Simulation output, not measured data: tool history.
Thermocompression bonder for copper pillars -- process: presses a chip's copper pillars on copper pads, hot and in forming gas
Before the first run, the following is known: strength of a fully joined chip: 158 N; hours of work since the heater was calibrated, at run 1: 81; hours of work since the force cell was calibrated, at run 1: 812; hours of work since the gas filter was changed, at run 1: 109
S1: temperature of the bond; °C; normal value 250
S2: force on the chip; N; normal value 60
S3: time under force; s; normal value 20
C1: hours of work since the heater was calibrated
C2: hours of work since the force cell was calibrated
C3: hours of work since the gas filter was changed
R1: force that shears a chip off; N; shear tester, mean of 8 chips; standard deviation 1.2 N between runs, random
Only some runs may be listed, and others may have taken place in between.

run     day   S1  S2  S3   C1   C2   C3     R1
  1       0  250  60  20   81  812  109  103.6
      0.404  -- forming gas filter changed
  2   2.704  250  60  20  120  851   33  106.9
  3   4.021  250  60  20  139  870   53    104
  4     6.4  250  60  20  173  905   87  103.4
      8.317  -- forming gas filter changed
  5   8.462  221  60  20  203  935    2   66.9
  6  10.988  250  54  20  240  971   39   96.9
     12.358  -- force cell calibrated
  7  13.162  250  54  20  270   12   69   97.8
  8  15.954  250  54  25  311   52  110  100.2
     16.254  -- forming gas filter changed
  9  17.725  250  54  25  336   78   21  102.7
 10  20.325  250  54  25  374  115   59  101.4
 11  22.562  250  54  25  407  148   92  101.3
       24.1  -- forming gas filter changed
 12  25.133  250  54  25  444  185   15  103.1
 13  26.458  250  54  25  463  204   34  100.8
 14  27.883  250  54  25  484  225   55   99.6
 15  29.842  250  54  25  512  253   83   99.3
     31.942  -- forming gas filter changed
 16  32.129  250  60  20  545  286    3   98.2
 17  34.117  250  60  20  574  315   32   97.9
 18  36.683  234  60  20  611  352   69   76.9
 19  38.446  224  40  27  637  378   94   52.8
     39.762  -- forming gas filter changed
     40.767  -- heater calibrated with a thermocouple chip
 20  40.862  260  60  20    1  412   15  119.5
 21  43.067  233  36  20   33  444   47   60.9
 22  45.283  252  83  24   66  476   79  128.4
     47.758  -- forming gas filter changed
 23  47.758  250  89  19  101  511    0  130.7
 24  50.162  250  51  20  136  546   35   97.5
 25  51.546  250  51  20  156  566   55   98.6
 26  54.058  235  59  48  193  603   92  106.7
     55.679  -- forming gas filter changed
 27  56.988  235  59  48  235  645   19  110.6
 28  58.388  235  83  15  255  665   39   97.2
 29  60.071  251  53  12  280  690   64   82.3
 30  61.583  250  53  42  302  712   86  117.6
     63.567  -- forming gas filter changed
 31  63.992  260  66  22  336  747    6  122.3
 32  66.583  260  66  22  374  784   44  122.5

What will run 33 give?
 33  68.058  260  57  31  395  806  65   ?

Run 33 came out at R1 121.2 N.
Without the tool's hidden state the same run would have given R1 130.3 N.
